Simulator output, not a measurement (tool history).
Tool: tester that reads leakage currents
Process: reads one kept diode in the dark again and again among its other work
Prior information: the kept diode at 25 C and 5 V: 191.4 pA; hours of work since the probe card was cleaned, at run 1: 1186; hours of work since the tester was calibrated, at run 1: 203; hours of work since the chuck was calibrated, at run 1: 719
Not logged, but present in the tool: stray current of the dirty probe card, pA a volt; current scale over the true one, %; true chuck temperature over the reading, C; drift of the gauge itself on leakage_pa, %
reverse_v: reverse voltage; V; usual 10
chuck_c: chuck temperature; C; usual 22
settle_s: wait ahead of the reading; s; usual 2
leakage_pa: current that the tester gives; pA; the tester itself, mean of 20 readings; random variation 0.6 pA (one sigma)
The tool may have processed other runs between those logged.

run   hour  reverse_v  chuck_c  settle_s  hours of work since the probe card was cleaned  hours of work since the tester was calibrated  hours of work since the chuck was calibrated  leakage_pa
  1      0         10       22         2                                            1186                                            203                                           719       197.8
  2   14.2         10       22         2                                            1194                                            212                                           728      197.55
  3   41.2         10       22         2                                            1210                                            228                                           743      197.95
  4     68         10       22         2                                            1226                                            243                                           759      197.21
  5   83.9         10       22         2                                            1235                                            253                                           768       196.9
  6  114.7         10       22         2                                            1253                                            271                                           787      196.85
  7  136.9         10       22         2                                            1266                                            284                                           800      197.34
  8  162.7         10       22      1.07                                            1282                                            299                                           815      199.21
  9  175.8         10       26      6.13                                            1289                                            307                                           823      282.57
 10  191.5          8       22      2.89                                            1298                                            316                                           832      175.86
 11  214.2       15.7       22      9.23                                            1312                                            329                                           845      243.38
 12  243.5       15.7       22      8.14                                            1329                                            347                                           862      242.23
 13  274.3       19.2       22       2.6                                            1347                                            365                                           881      270.34
 14  300.6       19.2       22      0.68                                            1363                                            380                                           896      278.22
 15  317.5        7.6       22      1.19                                            1373                                            390                                           906      171.76

Below are 3 alternative next runs, each starting from the tool's condition after run 15. Predict each:
  A  340.3       10.9       57      1.19                                            1386                                            404                                           919           ?
  B  340.3        1.9       22      1.91                                            1386                                            404                                           919           ?
  C  340.3        1.8       47      0.34                                            1386                                            404                                           919           ?

run  leakage_pa
  A      4038.8
  B       88.12
  C      794.31
Without the tool's unlogged condition, the same runs would have read:
run  leakage_pa
  A     4251.34
  B       92.36
  C      839.33
